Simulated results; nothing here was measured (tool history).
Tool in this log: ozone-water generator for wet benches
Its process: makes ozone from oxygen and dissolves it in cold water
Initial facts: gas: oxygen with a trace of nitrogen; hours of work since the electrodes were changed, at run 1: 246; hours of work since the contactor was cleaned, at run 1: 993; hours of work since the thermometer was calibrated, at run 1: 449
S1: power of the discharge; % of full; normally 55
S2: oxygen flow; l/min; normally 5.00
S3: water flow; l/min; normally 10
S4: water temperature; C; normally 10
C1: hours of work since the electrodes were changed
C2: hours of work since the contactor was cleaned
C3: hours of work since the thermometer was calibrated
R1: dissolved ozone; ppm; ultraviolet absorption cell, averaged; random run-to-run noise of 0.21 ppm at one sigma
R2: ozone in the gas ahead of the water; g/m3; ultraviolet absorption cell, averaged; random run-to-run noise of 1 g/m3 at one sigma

| run | hour | S1 | S2 | S3 | S4 | C1 | C2 | C3 | R1 | R2 |
|---|---|---|---|---|---|---|---|---|---|---|
| 1 | 0.0 | 55 | 5.00 | 10 | 10 | 246 | 993 | 449 | 30.8 | 177.2 |
| 2 | 46.0 | 55 | 5.00 | 10 | 10 | 282 | 1029 | 485 | 30.7 | 176.8 |
| 3 | 72.4 | 55 | 5.00 | 10 | 10 | 302 | 1049 | 505 | 30.7 | 176.8 |
| 4 | 117.8 | 55 | 5.00 | 10 | 10 | 337 | 1084 | 540 | 30.6 | 177.9 |
| 5 | 146.0 | 55 | 5.00 | 10 | 10 | 359 | 1106 | 562 | 30.6 | 174.2 |
| 6 | 184.6 | 55 | 4.85 | 10 | 10 | 389 | 1136 | 592 | 30.7 | 179.7 |
| 7 | 231.6 | 75 | 5.00 | 10 | 10 | 426 | 1173 | 629 | 36.6 | 209.1 |
| 8 | 257.1 | 55 | 3.43 | 10 | 10 | 446 | 1192 | 648 | 31.5 | 220.0 |
| 9 | 301.1 | 55 | 5.00 | 10 | 10 | 480 | 1227 | 683 | 30.5 | 176.0 |
| 10 | 349.8 | 55 | 5.00 | 10 | 10 | 518 | 1264 | 720 | 30.6 | 176.1 |
| 11 | 400.9 | 55 | 5.00 | 10 | 10 | 557 | 1304 | 760 | 30.0 | 176.4 |
| 12 | 440.1 | 55 | 5.00 | 10 | 10 | 588 | 1334 | 790 | 30.4 | 174.8 |
| 13 | 466.5 | 56 | 5.00 | 10 | 10 | 608 | 1355 | 811 | 30.5 | 179.7 |
| 14 | 512.0 | 68 | 5.00 | 10 | 10 | 644 | 1390 | 846 | 34.1 | 196.1 |
| 15 | 542.4 | 55 | 8.64 | 10 | 10 | 667 | 1414 | 870 | 26.6 | 127.7 |
|  | 547.4 | water thermometer calibrated |
| 16 | 568.5 | 55 | 8.64 | 10 | 10 | 687 | 1434 | 16 | 26.9 | 126.9 |
| 17 | 613.3 | 55 | 5.00 | 10 | 10 | 722 | 1469 | 51 | 29.9 | 175.7 |
| 18 | 643.9 | 55 | 5.00 | 12 | 8 | 746 | 1492 | 75 | 27.4 | 174.0 |
|  | 666.8 | water thermometer calibrated, once more |
| 19 | 666.8 | 95 | 5.00 | 6 | 13 | 763 | 1510 | 0 | 52.3 | 236.8 |
| 20 | 718.2 | 74 | 3.72 | 6 | 17 | 803 | 1550 | 40 | 44.7 | 243.3 |
| 21 | 754.0 | 74 | 3.72 | 6 | 17 | 831 | 1577 | 68 | 45.3 | 243.2 |
| 22 | 777.0 | 45 | 5.00 | 10 | 11 | 848 | 1595 | 86 | 26.3 | 155.0 |
| 23 | 825.3 | 47 | 4.48 | 10 | 6 | 886 | 1633 | 123 | 29.7 | 170.0 |
| 24 | 868.8 | 47 | 4.48 | 10 | 6 | 920 | 1667 | 157 | 29.5 | 169.3 |
| 25 | 906.0 | 52 | 8.99 | 14 | 12 | 949 | 1695 | 186 | 20.2 | 119.2 |

Run 26, settings as shown, results not yet in. Your forecast:
| 26 | 945.7 | 65 | 4.76 | 7 | 17 | 979 | 1726 | 216 | ? | ? |

R1: 36.3 ppm
R2: 195.2 g/m3
On a tool with no hidden condition, and with the same random variation, this run would have come out at R1 38.5 ppm, R2 202.7 g/m3.
